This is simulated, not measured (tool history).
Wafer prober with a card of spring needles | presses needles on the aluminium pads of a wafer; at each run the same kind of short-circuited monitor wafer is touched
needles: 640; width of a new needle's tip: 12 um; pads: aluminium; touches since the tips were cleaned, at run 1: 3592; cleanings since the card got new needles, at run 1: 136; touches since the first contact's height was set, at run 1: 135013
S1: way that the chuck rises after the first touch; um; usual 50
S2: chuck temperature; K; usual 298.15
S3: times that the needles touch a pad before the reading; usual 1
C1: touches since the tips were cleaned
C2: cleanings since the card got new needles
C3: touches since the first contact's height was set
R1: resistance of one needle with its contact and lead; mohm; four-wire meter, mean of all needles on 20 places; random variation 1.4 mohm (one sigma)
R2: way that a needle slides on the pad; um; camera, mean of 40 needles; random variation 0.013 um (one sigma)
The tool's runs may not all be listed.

run 1 day=0 | S1=50 S2=298.15 S3=1 | C1=3592 C2=136 C3=135013 | R1=120 R2=9.38
-- day=0.242 tips cleaned on abrasive film
-- day=0.896 tips cleaned on abrasive film
-- day=1.621 tips cleaned on abrasive film
-- day=2.321 tips cleaned on abrasive film
run 2 day=2.438 | S1=50 S2=365.15 S3=1 | C1=1068 C2=140 C3=157351 | R1=130 R2=9.35
-- day=2.996 tips cleaned on abrasive film
run 3 day=3.517 | S1=50 S2=298.15 S3=1 | C1=4816 C2=141 C3=167288 | R1=120 R2=9.33
-- day=3.662 tips cleaned on abrasive film
-- day=4.358 tips cleaned on abrasive film
run 4 day=4.629 | S1=50 S2=298.15 S3=1 | C1=2510 C2=143 C3=177487 | R1=119 R2=9.34
-- day=5.071 tips cleaned on abrasive film
-- day=5.321 height of the first contact set anew
-- day=5.767 tips cleaned on abrasive film
-- day=6.429 tips cleaned on abrasive film
run 5 day=6.429 | S1=50 S2=298.15 S3=1 | C1=0 C2=146 C3=10143 | R1=121 R2=9.35
-- day=7.129 tips cleaned on abrasive film
-- day=7.862 tips cleaned on abrasive film
-- day=8.546 tips cleaned on abrasive film
run 6 day=9.012 | S1=50 S2=298.15 S3=1 | C1=4317 C2=149 C3=33871 | R1=120 R2=9.35
-- day=9.162 tips cleaned on abrasive film
-- day=9.896 tips cleaned on abrasive film
run 7 day=10.158 | S1=50 S2=298.15 S3=1 | C1=2431 C2=151 C3=44361 | R1=122 R2=9.34
-- day=10.592 tips cleaned on abrasive film
-- day=11.183 tips cleaned on abrasive film
-- day=11.829 tips cleaned on abrasive film
run 8 day=12.05 | S1=50 S2=298.15 S3=1 | C1=2044 C2=154 C3=61716 | R1=122 R2=9.3
-- day=12.421 tips cleaned on abrasive film
-- day=13.1 tips cleaned on abrasive film
run 9 day=13.662 | S1=50 S2=298.15 S3=1 | C1=5199 C2=156 C3=76539 | R1=122 R2=9.34
-- day=13.812 tips cleaned on abrasive film
-- day=14.55 tips cleaned on abrasive film
run 10 day=14.988 | S1=50 S2=298.15 S3=1 | C1=4031 C2=158 C3=88678 | R1=121 R2=9.33
-- day=15.262 tips cleaned on abrasive film
-- day=15.971 tips cleaned on abrasive film
-- day=16.658 tips cleaned on abrasive film
run 11 day=16.858 | S1=50 S2=298.15 S3=1 | C1=1845 C2=161 C3=105838 | R1=121 R2=9.32
-- day=17.304 tips cleaned on abrasive film
-- day=18.017 tips cleaned on abrasive film
-- day=18.608 tips cleaned on abrasive film
run 12 day=19.05 | S1=50 S2=298.15 S3=1 | C1=4081 C2=164 C3=125940 | R1=121 R2=9.31
-- day=19.304 tips cleaned on abrasive film
-- day=20.004 tips cleaned on abrasive film
-- day=20.729 tips cleaned on abrasive film
run 13 day=20.8 | S1=50 S2=298.15 S3=1 | C1=650 C2=167 C3=141994 | R1=123 R2=9.32
-- day=21.354 tips cleaned on abrasive film
-- day=22.083 tips cleaned on abrasive film
run 14 day=22.083 | S1=36 S2=298.15 S3=1 | C1=0 C2=169 C3=153740 | R1=127 R2=6.71
-- day=22.792 tips cleaned on abrasive film
-- day=23.517 tips cleaned on abrasive film
run 15 day=23.596 | S1=36 S2=329.15 S3=1 | C1=699 C2=171 C3=167618 | R1=129 R2=6.7
-- day=24.154 tips cleaned on abrasive film
-- day=24.862 tips cleaned on abrasive film
run 16 day=24.888 | S1=36 S2=329.15 S3=1 | C1=214 C2=173 C3=179459 | R1=133 R2=6.68
-- day=25.404 height of the first contact set anew
-- day=25.533 tips cleaned on abrasive film
-- day=26.229 tips cleaned on abrasive film
-- day=26.821 tips cleaned on abrasive film
run 17 day=27.258 | S1=56 S2=326.15 S3=2 | C1=4032 C2=176 C3=17004 | R1=122 R2=10.42
-- day=27.517 tips cleaned on abrasive film
-- day=28.192 tips cleaned on abrasive film
run 18 day=28.733 | S1=56 S2=326.15 S3=2 | C1=4989 C2=178 C3=30546 | R1=125 R2=10.42
-- day=28.883 tips cleaned on abrasive film
-- day=29.592 tips cleaned on abrasive film
-- day=30.308 tips cleaned on abrasive film
run 19 day=30.329 | S1=33 S2=298.15 S3=3 | C1=210 C2=181 C3=45171 | R1=125 R2=6.12
-- day=30.908 tips cleaned on abrasive film
-- day=31.621 tips cleaned on abrasive film
-- day=32.321 tips cleaned on abrasive film
run 20 day=32.85 | S1=50 S2=319.15 S3=2 | C1=4868 C2=184 C3=68301 | R1=122 R2=9.31
-- day=33 tips cleaned on abrasive film
-- day=33.7 tips cleaned on abrasive film
run 21 day=34.062 | S1=50 S2=310.15 S3=1 | C1=3367 C2=186 C3=79431 | R1=124 R2=9.3
-- day=34.346 tips cleaned on abrasive film
-- day=34.933 tips cleaned on abrasive film
-- day=35.579 tips cleaned on abrasive film
-- day=36.225 tips cleaned on abrasive film
run 22 day=36.529 | S1=39 S2=302.15 S3=1 | C1=2784 C2=190 C3=102033 | R1=125 R2=7.25
-- day=36.933 tips cleaned on abrasive film
-- day=37.654 tips cleaned on abrasive film
-- day=38.367 tips cleaned on abrasive film
run 23 day=38.896 | S1=48 S2=355.15 S3=1 | C1=4906 C2=193 C3=123784 | R1=131 R2=8.91
-- day=39.05 tips cleaned on abrasive film
-- day=39.738 tips cleaned on abrasive film
-- day=40.475 tips cleaned on abrasive film
-- day=41.179 tips cleaned on abrasive film
run 24 day=41.417 | S1=49 S2=298.15 S3=1 | C1=2224 C2=197 C3=146897 | R1=120 R2=9.09
-- day=41.862 tips cleaned on abrasive film
-- day=42.546 tips cleaned on abrasive film
-- day=43.138 tips cleaned on abrasive film
run 25 day=43.204 | S1=58 S2=391.15 S3=1 | C1=609 C2=200 C3=163254 | R1=134 R2=10.74
-- day=43.767 tips cleaned on abrasive film
-- day=44.446 tips cleaned on abrasive film
run 26 day=44.792 | S1=58 S2=391.15 S3=1 | C1=3179 C2=202 C3=177836 | R1=132 R2=10.73
-- day=45.083 tips cleaned on abrasive film
-- day=45.538 height of the first contact set anew
-- day=45.838 tips cleaned on abrasive film
-- day=46.488 tips cleaned on abrasive film
run 27 day=46.775 | S1=58 S2=391.15 S3=1 | C1=2638 C2=205 C3=11325 | R1=133 R2=10.75
-- day=47.183 tips cleaned on abrasive film
-- day=47.908 tips cleaned on abrasive film
-- day=48.621 tips cleaned on abrasive film
run 28 day=48.825 | S1=62 S2=382.15 S3=1 | C1=1911 C2=208 C3=30158 | R1=132 R2=11.47

3 ways to go on from here, each from the tool as it stands after run 28. What would each give?
-- day=48.971 gauge calibrated
-- day=49.271 tips cleaned on abrasive film
-- day=49.862 tips cleaned on abrasive film
-- day=50.508 tips cleaned on abrasive film
-- day=51.192 tips cleaned on abrasive film
run A day=51.342 | S1=62 S2=301.15 S3=1 | C1=1387 C2=212 C3=53223 | R1=? R2=?
-- day=48.971 gauge calibrated
-- day=49.271 tips cleaned on abrasive film
-- day=49.862 tips cleaned on abrasive film
-- day=50.508 tips cleaned on abrasive film
-- day=51.192 tips cleaned on abrasive film
run B day=51.342 | S1=37 S2=318.15 S3=2 | C1=1387 C2=212 C3=53223 | R1=? R2=?
-- day=48.971 gauge calibrated
-- day=49.271 tips cleaned on abrasive film
-- day=49.862 tips cleaned on abrasive film
-- day=50.508 tips cleaned on abrasive film
-- day=51.192 tips cleaned on abrasive film
run C day=51.342 | S1=32 S2=298.15 S3=1 | C1=1387 C2=212 C3=53223 | R1=? R2=?

run=A R1=119 R2=11.58
run=B R1=129 R2=6.91
run=C R1=124 R2=5.97
Without the tool's hidden state the same runs would have given:
run=A R1=119 R2=11.59
run=B R1=129 R2=6.91
run=C R1=124 R2=5.98
